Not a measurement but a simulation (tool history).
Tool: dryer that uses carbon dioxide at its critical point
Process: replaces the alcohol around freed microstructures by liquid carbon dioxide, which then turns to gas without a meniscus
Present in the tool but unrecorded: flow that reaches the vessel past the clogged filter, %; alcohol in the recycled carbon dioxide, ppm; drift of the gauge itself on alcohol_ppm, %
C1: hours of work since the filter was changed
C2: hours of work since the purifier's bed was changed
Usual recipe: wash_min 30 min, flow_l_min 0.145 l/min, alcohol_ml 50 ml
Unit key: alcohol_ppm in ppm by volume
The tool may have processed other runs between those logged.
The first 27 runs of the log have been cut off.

run 28 hour=742.4 | wash_min=30 flow_l_min=0.103 alcohol_ml=48 | C1=138 C2=678 | alcohol_ppm=1341
run 29 hour=779.2 | wash_min=30 flow_l_min=0.103 alcohol_ml=48 | C1=155 C2=695 | alcohol_ppm=1421
run 30 hour=807.2 | wash_min=30 flow_l_min=0.103 alcohol_ml=48 | C1=168 C2=708 | alcohol_ppm=1444
run 31 hour=825.4 | wash_min=42 flow_l_min=0.103 alcohol_ml=48 | C1=176 C2=717 | alcohol_ppm=360
run 32 hour=864.4 | wash_min=23 flow_l_min=0.103 alcohol_ml=87 | C1=194 C2=735 | alcohol_ppm=6968
-- hour=894 inlet filter changed
run 33 hour=894 | wash_min=20 flow_l_min=0.172 alcohol_ml=87 | C1=0 C2=748 | alcohol_ppm=1008
run 34 hour=929.2 | wash_min=20 flow_l_min=0.172 alcohol_ml=87 | C1=16 C2=765 | alcohol_ppm=994
run 35 hour=949.3 | wash_min=41 flow_l_min=0.108 alcohol_ml=50 | C1=26 C2=774 | alcohol_ppm=262
run 36 hour=970.3 | wash_min=30 flow_l_min=0.171 alcohol_ml=78 | C1=35 C2=784 | alcohol_ppm=174
run 37 hour=1000.6 | wash_min=30 flow_l_min=0.171 alcohol_ml=78 | C1=50 C2=798 | alcohol_ppm=192
run 38 hour=1024.4 | wash_min=47 flow_l_min=0.141 alcohol_ml=78 | C1=61 C2=809 | alcohol_ppm=128
run 39 hour=1043.2 | wash_min=43 flow_l_min=0.209 alcohol_ml=48 | C1=69 C2=818 | alcohol_ppm=121
run 40 hour=1073 | wash_min=30 flow_l_min=0.168 alcohol_ml=50 | C1=83 C2=831 | alcohol_ppm=183
run 41 hour=1100.9 | wash_min=40 flow_l_min=0.174 alcohol_ml=113 | C1=96 C2=844 | alcohol_ppm=130
run 42 hour=1137.7 | wash_min=30 flow_l_min=0.213 alcohol_ml=66 | C1=113 C2=861 | alcohol_ppm=137
run 43 hour=1164 | wash_min=26 flow_l_min=0.093 alcohol_ml=50 | C1=125 C2=874 | alcohol_ppm=3581
run 44 hour=1185.6 | wash_min=26 flow_l_min=0.093 alcohol_ml=50 | C1=135 C2=884 | alcohol_ppm=3655
run 45 hour=1210.6 | wash_min=26 flow_l_min=0.093 alcohol_ml=50 | C1=147 C2=895 | alcohol_ppm=3670
run 46 hour=1248.6 | wash_min=19 flow_l_min=0.174 alcohol_ml=50 | C1=165 C2=913 | alcohol_ppm=1004

Run 47 comes next. What will it give?
run 47 hour=1278.5 | wash_min=19 flow_l_min=0.174 alcohol_ml=50 | C1=179 C2=927 | alcohol_ppm=?

Run 47 came out at alcohol_ppm 1029 ppm by volume.
With no hidden state in the tool, this same run would have given alcohol_ppm 612 ppm by volume.

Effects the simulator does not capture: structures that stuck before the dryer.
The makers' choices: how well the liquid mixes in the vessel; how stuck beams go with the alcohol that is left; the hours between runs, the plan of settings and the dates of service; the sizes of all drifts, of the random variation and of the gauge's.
